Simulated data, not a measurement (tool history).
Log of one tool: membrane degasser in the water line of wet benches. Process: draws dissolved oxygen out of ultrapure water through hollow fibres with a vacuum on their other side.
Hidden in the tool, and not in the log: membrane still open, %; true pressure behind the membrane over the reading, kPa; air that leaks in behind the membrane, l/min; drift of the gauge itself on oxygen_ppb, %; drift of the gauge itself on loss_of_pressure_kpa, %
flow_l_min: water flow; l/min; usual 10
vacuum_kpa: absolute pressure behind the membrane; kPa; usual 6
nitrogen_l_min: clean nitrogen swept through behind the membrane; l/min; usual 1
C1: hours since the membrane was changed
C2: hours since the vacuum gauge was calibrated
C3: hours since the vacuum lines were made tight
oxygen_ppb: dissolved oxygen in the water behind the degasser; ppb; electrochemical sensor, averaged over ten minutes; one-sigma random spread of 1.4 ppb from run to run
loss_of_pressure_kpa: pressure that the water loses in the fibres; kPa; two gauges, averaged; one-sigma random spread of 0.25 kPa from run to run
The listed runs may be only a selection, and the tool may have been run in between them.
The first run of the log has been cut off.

run 2 hour=340.1 | flow_l_min=10 vacuum_kpa=6 nitrogen_l_min=1 | C1=3812 C2=340 C3=3442 | oxygen_ppb=149.4 loss_of_pressure_kpa=67.75
run 3 hour=630.6 | flow_l_min=10 vacuum_kpa=6 nitrogen_l_min=1 | C1=4103 C2=631 C3=3732 | oxygen_ppb=152.4 loss_of_pressure_kpa=67.91
run 4 hour=864.9 | flow_l_min=8 vacuum_kpa=6 nitrogen_l_min=1 | C1=4337 C2=865 C3=3966 | oxygen_ppb=96.8 loss_of_pressure_kpa=54.26
run 5 hour=1204.4 | flow_l_min=8 vacuum_kpa=6 nitrogen_l_min=1 | C1=4677 C2=1204 C3=4306 | oxygen_ppb=97.4 loss_of_pressure_kpa=54.57
run 6 hour=1447.1 | flow_l_min=8 vacuum_kpa=6 nitrogen_l_min=1 | C1=4919 C2=1447 C3=4549 | oxygen_ppb=97.7 loss_of_pressure_kpa=54.36
run 7 hour=1772.7 | flow_l_min=8 vacuum_kpa=10.82 nitrogen_l_min=1 | C1=5245 C2=1773 C3=4874 | oxygen_ppb=192.5 loss_of_pressure_kpa=54.72
run 8 hour=1979.4 | flow_l_min=8 vacuum_kpa=10.82 nitrogen_l_min=1 | C1=5452 C2=1979 C3=5081 | oxygen_ppb=191 loss_of_pressure_kpa=55.01
run 9 hour=2233.3 | flow_l_min=10 vacuum_kpa=8.25 nitrogen_l_min=1 | C1=5705 C2=2233 C3=5335 | oxygen_ppb=214.8 loss_of_pressure_kpa=68.66
run 10 hour=2470.4 | flow_l_min=10 vacuum_kpa=9.02 nitrogen_l_min=1 | C1=5943 C2=2470 C3=5572 | oxygen_ppb=230.7 loss_of_pressure_kpa=68.54
run 11 hour=2780.2 | flow_l_min=10 vacuum_kpa=9.02 nitrogen_l_min=1 | C1=6252 C2=2780 C3=5882 | oxygen_ppb=235.5 loss_of_pressure_kpa=68.9
run 12 hour=2970.7 | flow_l_min=10 vacuum_kpa=9.02 nitrogen_l_min=1 | C1=6443 C2=2971 C3=6072 | oxygen_ppb=229.9 loss_of_pressure_kpa=69.26
run 13 hour=3108.4 | flow_l_min=10 vacuum_kpa=9.02 nitrogen_l_min=1 | C1=6581 C2=3108 C3=6210 | oxygen_ppb=236.7 loss_of_pressure_kpa=69.15
run 14 hour=3400.8 | flow_l_min=10 vacuum_kpa=9.02 nitrogen_l_min=1 | C1=6873 C2=3401 C3=6502 | oxygen_ppb=238.6 loss_of_pressure_kpa=69.19
-- hour=3655.9 seals of the vacuum lines changed
run 15 hour=3713.8 | flow_l_min=10 vacuum_kpa=6 nitrogen_l_min=1 | C1=7184 C2=3712 C3=58 | oxygen_ppb=165.4 loss_of_pressure_kpa=69.27
run 16 hour=4037.2 | flow_l_min=10 vacuum_kpa=6 nitrogen_l_min=0.63 | C1=7507 C2=4035 C3=381 | oxygen_ppb=206.5 loss_of_pressure_kpa=69.95
-- hour=4101.1 vacuum gauge calibrated
run 17 hour=4357.1 | flow_l_min=10 vacuum_kpa=6 nitrogen_l_min=0.63 | C1=7827 C2=256 C3=701 | oxygen_ppb=196.9 loss_of_pressure_kpa=69.62
run 18 hour=4657.4 | flow_l_min=13 vacuum_kpa=6 nitrogen_l_min=0.6 | C1=8127 C2=556 C3=1001 | oxygen_ppb=331.7 loss_of_pressure_kpa=90.71
run 19 hour=4796.7 | flow_l_min=15 vacuum_kpa=6 nitrogen_l_min=1 | C1=8266 C2=696 C3=1140 | oxygen_ppb=378.4 loss_of_pressure_kpa=105.54
run 20 hour=4992.2 | flow_l_min=7 vacuum_kpa=6 nitrogen_l_min=1 | C1=8462 C2=891 C3=1336 | oxygen_ppb=78.8 loss_of_pressure_kpa=49.15
run 21 hour=5179.8 | flow_l_min=9 vacuum_kpa=8 nitrogen_l_min=1 | C1=8649 C2=1079 C3=1523 | oxygen_ppb=177.4 loss_of_pressure_kpa=63.13
run 22 hour=5399.3 | flow_l_min=9 vacuum_kpa=8 nitrogen_l_min=1 | C1=8869 C2=1298 C3=1743 | oxygen_ppb=174 loss_of_pressure_kpa=62.87

Predict the results of run 23:
run 23 hour=5671.1 | flow_l_min=13 vacuum_kpa=12.5 nitrogen_l_min=0.85 | C1=9141 C2=1570 C3=2015 | oxygen_ppb=? loss_of_pressure_kpa=?

{"run 23": {"oxygen_ppb": 520.7, "loss_of_pressure_kpa": 91.57}}
Were there no unlogged condition in the tool, this run, its random variation unchanged, would have produced oxygen_ppb 471.7 ppb, loss_of_pressure_kpa 85.8 kPa.
